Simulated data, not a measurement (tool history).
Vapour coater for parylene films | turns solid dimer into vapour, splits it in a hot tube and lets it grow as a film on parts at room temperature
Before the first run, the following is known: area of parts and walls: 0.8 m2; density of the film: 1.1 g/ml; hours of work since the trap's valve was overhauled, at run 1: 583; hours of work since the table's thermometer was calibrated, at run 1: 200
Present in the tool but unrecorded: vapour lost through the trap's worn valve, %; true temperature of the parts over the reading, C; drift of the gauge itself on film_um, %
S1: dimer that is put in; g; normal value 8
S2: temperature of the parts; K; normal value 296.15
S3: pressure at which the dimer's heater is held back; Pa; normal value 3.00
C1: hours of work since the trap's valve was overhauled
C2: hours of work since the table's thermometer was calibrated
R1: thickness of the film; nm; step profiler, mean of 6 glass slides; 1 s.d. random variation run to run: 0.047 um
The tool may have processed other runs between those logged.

{"run": 1, "hour": 0.0, "S1": 8, "S2": 296.15, "S3": 3.0, "C1": 583, "C2": 200, "R1": 5960}
{"hour": 9.8, "done": "trap's valve overhauled"}
{"run": 2, "hour": 12.9, "S1": 10, "S2": 296.15, "S3": 3.0, "C1": 3, "C2": 208, "R1": 8050}
{"run": 3, "hour": 29.6, "S1": 8, "S2": 296.15, "S3": 3.0, "C1": 17, "C2": 222, "R1": 6440}
{"run": 4, "hour": 43.0, "S1": 8, "S2": 296.15, "S3": 3.0, "C1": 29, "C2": 234, "R1": 6450}
{"run": 5, "hour": 58.6, "S1": 8, "S2": 291.15, "S3": 3.0, "C1": 43, "C2": 248, "R1": 7690}
{"run": 6, "hour": 73.3, "S1": 8, "S2": 291.15, "S3": 2.09, "C1": 56, "C2": 261, "R1": 8480}
{"run": 7, "hour": 82.8, "S1": 13, "S2": 291.15, "S3": 2.09, "C1": 64, "C2": 269, "R1": 13550}
{"run": 8, "hour": 93.5, "S1": 8, "S2": 291.15, "S3": 3.0, "C1": 74, "C2": 278, "R1": 7640}
{"run": 9, "hour": 108.2, "S1": 8, "S2": 296.15, "S3": 3.0, "C1": 86, "C2": 291, "R1": 6280}
{"run": 10, "hour": 116.2, "S1": 8, "S2": 296.15, "S3": 3.0, "C1": 93, "C2": 298, "R1": 6300}
{"run": 11, "hour": 130.7, "S1": 8, "S2": 296.15, "S3": 3.0, "C1": 106, "C2": 311, "R1": 6310}
{"run": 12, "hour": 145.6, "S1": 8, "S2": 296.15, "S3": 3.0, "C1": 119, "C2": 324, "R1": 6330}
{"run": 13, "hour": 156.3, "S1": 8, "S2": 296.15, "S3": 3.0, "C1": 129, "C2": 334, "R1": 6250}
{"run": 14, "hour": 166.2, "S1": 8, "S2": 296.15, "S3": 3.0, "C1": 137, "C2": 342, "R1": 6260}
{"run": 15, "hour": 173.8, "S1": 6, "S2": 296.15, "S3": 3.0, "C1": 144, "C2": 349, "R1": 4700}
{"run": 16, "hour": 188.6, "S1": 6, "S2": 296.15, "S3": 3.0, "C1": 157, "C2": 362, "R1": 4660}
{"run": 17, "hour": 197.7, "S1": 7, "S2": 296.15, "S3": 11.63, "C1": 165, "C2": 370, "R1": 3950}
{"run": 18, "hour": 209.8, "S1": 3, "S2": 296.15, "S3": 3.53, "C1": 176, "C2": 381, "R1": 2250}
{"run": 19, "hour": 218.2, "S1": 8, "S2": 292.15, "S3": 3.66, "C1": 183, "C2": 388, "R1": 6840}
{"run": 20, "hour": 230.3, "S1": 8, "S2": 289.15, "S3": 5.03, "C1": 194, "C2": 399, "R1": 7250}
{"run": 21, "hour": 245.7, "S1": 8, "S2": 297.15, "S3": 3.38, "C1": 207, "C2": 412, "R1": 5720}
{"run": 22, "hour": 256.5, "S1": 4, "S2": 296.15, "S3": 3.38, "C1": 217, "C2": 422, "R1": 2960}
{"run": 23, "hour": 264.4, "S1": 4, "S2": 296.15, "S3": 3.38, "C1": 224, "C2": 429, "R1": 2950}
{"run": 24, "hour": 278.9, "S1": 8, "S2": 305.15, "S3": 7.21, "C1": 236, "C2": 441, "R1": 3550}
{"run": 25, "hour": 296.3, "S1": 12, "S2": 305.15, "S3": 2.86, "C1": 252, "C2": 457, "R1": 6620}
{"run": 26, "hour": 312.3, "S1": 7, "S2": 299.15, "S3": 7.89, "C1": 266, "C2": 471, "R1": 3780}
{"run": 27, "hour": 328.1, "S1": 12, "S2": 297.15, "S3": 4.0, "C1": 280, "C2": 485, "R1": 8240}
{"run": 28, "hour": 341.1, "S1": 12, "S2": 297.15, "S3": 4.0, "C1": 291, "C2": 496, "R1": 8300}
{"run": 29, "hour": 353.3, "S1": 3, "S2": 291.15, "S3": 6.54, "C1": 302, "C2": 507, "R1": 2310}
{"run": 30, "hour": 368.6, "S1": 6, "S2": 306.15, "S3": 3.0, "C1": 315, "C2": 520, "R1": 3160}
{"run": 31, "hour": 385.1, "S1": 13, "S2": 296.15, "S3": 3.0, "C1": 330, "C2": 535, "R1": 9830}
{"run": 32, "hour": 399.3, "S1": 9, "S2": 304.15, "S3": 3.13, "C1": 342, "C2": 547, "R1": 4970}

Each row is a separate what-if for the run after 32, all from the same tool condition, not one after another. Results?
{"run": "A", "hour": 409.4, "S1": 9, "S2": 289.15, "S3": 3.13, "C1": 351, "C2": 556, "R1": "?"}
{"run": "B", "hour": 409.4, "S1": 9, "S2": 304.15, "S3": 4.41, "C1": 351, "C2": 556, "R1": "?"}
{"run": "C", "hour": 409.4, "S1": 8, "S2": 296.15, "S3": 3.16, "C1": 351, "C2": 556, "R1": "?"}
{"run": "D", "hour": 409.4, "S1": 9, "S2": 308.15, "S3": 3.13, "C1": 351, "C2": 556, "R1": "?"}
{"run": "E", "hour": 409.4, "S1": 4, "S2": 293.15, "S3": 4.31, "C1": 351, "C2": 556, "R1": "?"}

run=A R1=8740
run=B R1=4570
run=C R1=5860
run=D R1=4340
run=E R1=3110
Without the tool's hidden state the same runs would have given:
run=A R1=9550
run=B R1=4990
run=C R1=6400
run=D R1=4740
run=E R1=3390
